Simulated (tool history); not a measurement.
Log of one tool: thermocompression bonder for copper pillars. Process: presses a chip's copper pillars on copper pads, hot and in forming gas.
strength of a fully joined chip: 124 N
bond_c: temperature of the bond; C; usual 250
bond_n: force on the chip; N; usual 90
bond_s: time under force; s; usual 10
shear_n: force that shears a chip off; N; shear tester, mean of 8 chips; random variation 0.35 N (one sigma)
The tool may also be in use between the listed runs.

{"run": 1, "day": 0.0, "bond_c": 250, "bond_n": 90, "bond_s": 10, "shear_n": 92.1}
{"run": 2, "day": 0.267, "bond_c": 250, "bond_n": 90, "bond_s": 10, "shear_n": 91.5}
{"run": 3, "day": 0.625, "bond_c": 250, "bond_n": 90, "bond_s": 10, "shear_n": 92.2}
{"run": 4, "day": 0.938, "bond_c": 250, "bond_n": 90, "bond_s": 10, "shear_n": 91.7}
{"run": 5, "day": 1.346, "bond_c": 250, "bond_n": 90, "bond_s": 10, "shear_n": 92.3}
{"run": 6, "day": 1.704, "bond_c": 250, "bond_n": 90, "bond_s": 7, "shear_n": 84.1}
{"run": 7, "day": 2.133, "bond_c": 250, "bond_n": 90, "bond_s": 7, "shear_n": 83.8}
{"run": 8, "day": 2.579, "bond_c": 250, "bond_n": 90, "bond_s": 10, "shear_n": 92}
{"run": 9, "day": 3.012, "bond_c": 254, "bond_n": 90, "bond_s": 10, "shear_n": 95.1}
{"day": 3.121, "done": "force cell calibrated"}
{"run": 10, "day": 3.283, "bond_c": 254, "bond_n": 90, "bond_s": 10, "shear_n": 94.6}
{"run": 11, "day": 3.696, "bond_c": 254, "bond_n": 90, "bond_s": 10, "shear_n": 95}
{"day": 4.046, "done": "force cell calibrated, once more"}
{"run": 12, "day": 4.15, "bond_c": 250, "bond_n": 90, "bond_s": 13, "shear_n": 97.6}
{"run": 13, "day": 4.621, "bond_c": 250, "bond_n": 90, "bond_s": 13, "shear_n": 98.3}
{"run": 14, "day": 4.879, "bond_c": 250, "bond_n": 90, "bond_s": 13, "shear_n": 97.3}
{"run": 15, "day": 5.121, "bond_c": 250, "bond_n": 90, "bond_s": 13, "shear_n": 97.5}
{"run": 16, "day": 5.538, "bond_c": 250, "bond_n": 90, "bond_s": 13, "shear_n": 97.3}
{"run": 17, "day": 5.746, "bond_c": 255, "bond_n": 58, "bond_s": 16, "shear_n": 91.6}
{"run": 18, "day": 6.171, "bond_c": 255, "bond_n": 58, "bond_s": 8, "shear_n": 77.3}
{"run": 19, "day": 6.633, "bond_c": 255, "bond_n": 58, "bond_s": 8, "shear_n": 77}
{"run": 20, "day": 6.942, "bond_c": 255, "bond_n": 58, "bond_s": 8, "shear_n": 76.8}
{"run": 21, "day": 7.325, "bond_c": 225, "bond_n": 106, "bond_s": 7, "shear_n": 69.9}
{"run": 22, "day": 7.546, "bond_c": 248, "bond_n": 90, "bond_s": 10, "shear_n": 90.5}
{"run": 23, "day": 7.771, "bond_c": 250, "bond_n": 79, "bond_s": 20, "shear_n": 101.8}
{"run": 24, "day": 8.229, "bond_c": 262, "bond_n": 68, "bond_s": 5, "shear_n": 77.2}
{"run": 25, "day": 8.675, "bond_c": 239, "bond_n": 91, "bond_s": 21, "shear_n": 99.6}
{"run": 26, "day": 8.871, "bond_c": 239, "bond_n": 91, "bond_s": 21, "shear_n": 99.2}
{"run": 27, "day": 9.171, "bond_c": 239, "bond_n": 131, "bond_s": 6, "shear_n": 85}
{"run": 28, "day": 9.508, "bond_c": 252, "bond_n": 91, "bond_s": 5, "shear_n": 78.9}
{"run": 29, "day": 9.921, "bond_c": 258, "bond_n": 91, "bond_s": 8, "shear_n": 93.7}
{"run": 30, "day": 10.162, "bond_c": 258, "bond_n": 91, "bond_s": 8, "shear_n": 93.7}
{"run": 31, "day": 10.504, "bond_c": 245, "bond_n": 68, "bond_s": 18, "shear_n": 92.9}

4 ways to go on from here, each from the tool as it stands after run 31. What would each give?
{"run": "A", "day": 10.762, "bond_c": 231, "bond_n": 117, "bond_s": 15, "shear_n": "?"}
{"run": "B", "day": 10.762, "bond_c": 250, "bond_n": 73, "bond_s": 7, "shear_n": "?"}
{"run": "C", "day": 10.762, "bond_c": 228, "bond_n": 61, "bond_s": 14, "shear_n": "?"}
{"run": "D", "day": 10.762, "bond_c": 277, "bond_n": 90, "bond_s": 23, "shear_n": "?"}

run=A shear_n=94.8
run=B shear_n=78.2
run=C shear_n=71.3
run=D shear_n=116.8
Without the tool's hidden state the same runs would have given:
run=A shear_n=91.1
run=B shear_n=74.1
run=C shear_n=66.5
run=D shear_n=118

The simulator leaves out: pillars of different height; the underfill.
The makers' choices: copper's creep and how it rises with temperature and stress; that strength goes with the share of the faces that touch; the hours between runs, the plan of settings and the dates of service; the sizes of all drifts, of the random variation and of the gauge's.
